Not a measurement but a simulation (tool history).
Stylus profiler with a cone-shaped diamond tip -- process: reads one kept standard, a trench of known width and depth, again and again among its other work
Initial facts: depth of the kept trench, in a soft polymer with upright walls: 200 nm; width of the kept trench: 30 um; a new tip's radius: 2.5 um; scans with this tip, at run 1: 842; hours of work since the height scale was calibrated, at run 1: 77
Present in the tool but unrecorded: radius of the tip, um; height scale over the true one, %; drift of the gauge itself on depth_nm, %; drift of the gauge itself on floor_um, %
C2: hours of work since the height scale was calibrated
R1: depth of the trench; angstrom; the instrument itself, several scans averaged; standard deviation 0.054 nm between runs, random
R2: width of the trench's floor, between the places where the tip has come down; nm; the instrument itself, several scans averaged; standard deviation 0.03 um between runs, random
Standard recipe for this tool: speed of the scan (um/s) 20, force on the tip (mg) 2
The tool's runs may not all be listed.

run 1 hour=0 | speed_of_the_scan_(um/s)=20 force_on_the_tip_(mg)=2 | scans_with_this_tip=842 C2=77 | R1=2015 R2=27820
run 2 hour=13.3 | speed_of_the_scan_(um/s)=20 force_on_the_tip_(mg)=2 | scans_with_this_tip=943 C2=87 | R1=2013.6 R2=27850
run 3 hour=23.4 | speed_of_the_scan_(um/s)=20 force_on_the_tip_(mg)=2 | scans_with_this_tip=1021 C2=94 | R1=2015.1 R2=27890
run 4 hour=40.8 | speed_of_the_scan_(um/s)=7 force_on_the_tip_(mg)=2 | scans_with_this_tip=1154 C2=106 | R1=2014.4 R2=27990
run 5 hour=54.3 | speed_of_the_scan_(um/s)=7 force_on_the_tip_(mg)=4.22 | scans_with_this_tip=1257 C2=116 | R1=2024.1 R2=27960
run 6 hour=62.8 | speed_of_the_scan_(um/s)=7 force_on_the_tip_(mg)=4.22 | scans_with_this_tip=1323 C2=122 | R1=2023.5 R2=28060
run 7 hour=74.9 | speed_of_the_scan_(um/s)=7 force_on_the_tip_(mg)=1.67 | scans_with_this_tip=1415 C2=130 | R1=2012.7 R2=28050
run 8 hour=88.1 | speed_of_the_scan_(um/s)=7 force_on_the_tip_(mg)=1.67 | scans_with_this_tip=1516 C2=139 | R1=2013.1 R2=28000
run 9 hour=104.2 | speed_of_the_scan_(um/s)=20 force_on_the_tip_(mg)=2 | scans_with_this_tip=1640 C2=151 | R1=2014.9 R2=27820
run 10 hour=118.8 | speed_of_the_scan_(um/s)=20 force_on_the_tip_(mg)=2 | scans_with_this_tip=1752 C2=161 | R1=2014.8 R2=27880
run 11 hour=132 | speed_of_the_scan_(um/s)=20 force_on_the_tip_(mg)=2 | scans_with_this_tip=1852 C2=170 | R1=2014.1 R2=27920
run 12 hour=140.3 | speed_of_the_scan_(um/s)=20 force_on_the_tip_(mg)=2 | scans_with_this_tip=1916 C2=176 | R1=2014.3 R2=27870
run 13 hour=150.2 | speed_of_the_scan_(um/s)=6 force_on_the_tip_(mg)=2 | scans_with_this_tip=1991 C2=183 | R1=2015 R2=28020
run 14 hour=165.8 | speed_of_the_scan_(um/s)=9 force_on_the_tip_(mg)=2 | scans_with_this_tip=2111 C2=194 | R1=2015 R2=28040
run 15 hour=174.9 | speed_of_the_scan_(um/s)=9 force_on_the_tip_(mg)=2 | scans_with_this_tip=2181 C2=201 | R1=2014.4 R2=27930
run 16 hour=190 | speed_of_the_scan_(um/s)=9 force_on_the_tip_(mg)=2 | scans_with_this_tip=2296 C2=211 | R1=2014.4 R2=27950
run 17 hour=206.2 | speed_of_the_scan_(um/s)=20 force_on_the_tip_(mg)=2 | scans_with_this_tip=2421 C2=223 | R1=2014.8 R2=27920
run 18 hour=218.7 | speed_of_the_scan_(um/s)=20 force_on_the_tip_(mg)=2 | scans_with_this_tip=2517 C2=232 | R1=2014.6 R2=27890
run 19 hour=235.3 | speed_of_the_scan_(um/s)=20 force_on_the_tip_(mg)=2 | scans_with_this_tip=2644 C2=243 | R1=2015.2 R2=27940
run 20 hour=252.1 | speed_of_the_scan_(um/s)=61 force_on_the_tip_(mg)=2 | scans_with_this_tip=2773 C2=255 | R1=2014.6 R2=27650
run 21 hour=260.2 | speed_of_the_scan_(um/s)=20 force_on_the_tip_(mg)=2.35 | scans_with_this_tip=2834 C2=261 | R1=2015.6 R2=27910
run 22 hour=277.2 | speed_of_the_scan_(um/s)=78 force_on_the_tip_(mg)=4.76 | scans_with_this_tip=2965 C2=273 | R1=2025.9 R2=27640
run 23 hour=292.9 | speed_of_the_scan_(um/s)=22 force_on_the_tip_(mg)=4.59 | scans_with_this_tip=3084 C2=284 | R1=2025 R2=27940
run 24 hour=304.6 | speed_of_the_scan_(um/s)=22 force_on_the_tip_(mg)=4.59 | scans_with_this_tip=3174 C2=292 | R1=2025.2 R2=27870
run 25 hour=317.1 | speed_of_the_scan_(um/s)=22 force_on_the_tip_(mg)=4.59 | scans_with_this_tip=3270 C2=301 | R1=2025.4 R2=27920
run 26 hour=333.1 | speed_of_the_scan_(um/s)=22 force_on_the_tip_(mg)=4.59 | scans_with_this_tip=3393 C2=312 | R1=2026.1 R2=27970
run 27 hour=347.4 | speed_of_the_scan_(um/s)=13 force_on_the_tip_(mg)=2 | scans_with_this_tip=3502 C2=322 | R1=2014.5 R2=27950
run 28 hour=356.7 | speed_of_the_scan_(um/s)=64 force_on_the_tip_(mg)=1.01 | scans_with_this_tip=3573 C2=329 | R1=2009 R2=27410
run 29 hour=366.6 | speed_of_the_scan_(um/s)=30 force_on_the_tip_(mg)=5.39 | scans_with_this_tip=3650 C2=336 | R1=2027.9 R2=27910
run 30 hour=377.5 | speed_of_the_scan_(um/s)=44 force_on_the_tip_(mg)=2 | scans_with_this_tip=3733 C2=344 | R1=2015 R2=27660
run 31 hour=393.2 | speed_of_the_scan_(um/s)=27 force_on_the_tip_(mg)=2.79 | scans_with_this_tip=3853 C2=355 | R1=2018.9 R2=27880
run 32 hour=406.7 | speed_of_the_scan_(um/s)=23 force_on_the_tip_(mg)=4.25 | scans_with_this_tip=3956 C2=364 | R1=2024.2 R2=27910
run 33 hour=417.6 | speed_of_the_scan_(um/s)=35 force_on_the_tip_(mg)=4.17 | scans_with_this_tip=4040 C2=372 | R1=2023.4 R2=27840
run 34 hour=427.8 | speed_of_the_scan_(um/s)=7 force_on_the_tip_(mg)=1.38 | scans_with_this_tip=4118 C2=379 | R1=2011.9 R2=27940
run 35 hour=439 | speed_of_the_scan_(um/s)=7 force_on_the_tip_(mg)=3.67 | scans_with_this_tip=4204 C2=387 | R1=2021 R2=28060
run 36 hour=454.3 | speed_of_the_scan_(um/s)=45 force_on_the_tip_(mg)=2.86 | scans_with_this_tip=4321 C2=398 | R1=2019.1 R2=27760
run 37 hour=469.6 | speed_of_the_scan_(um/s)=6 force_on_the_tip_(mg)=3.19 | scans_with_this_tip=4438 C2=408 | R1=2021.2 R2=27970
run 38 hour=486.3 | speed_of_the_scan_(um/s)=53 force_on_the_tip_(mg)=2.57 | scans_with_this_tip=4566 C2=420 | R1=2017.3 R2=27710

3 options for the next run, each taken on its own from the tool as it stands now. Forecast them:
run A hour=501.8 | speed_of_the_scan_(um/s)=33 force_on_the_tip_(mg)=2 | scans_with_this_tip=4685 C2=431 | R1=? R2=?
run B hour=501.8 | speed_of_the_scan_(um/s)=25 force_on_the_tip_(mg)=1.43 | scans_with_this_tip=4685 C2=431 | R1=? R2=?
run C hour=501.8 | speed_of_the_scan_(um/s)=18 force_on_the_tip_(mg)=2 | scans_with_this_tip=4685 C2=431 | R1=? R2=?

run=A R1=2014.6 R2=27740
run=B R1=2011.4 R2=27790
run=C R1=2014.8 R2=27910
What these runs would have given with no unlogged condition in the tool:
run=A R1=2014.5 R2=27750
run=B R1=2011.3 R2=27800
run=C R1=2014.7 R2=27920
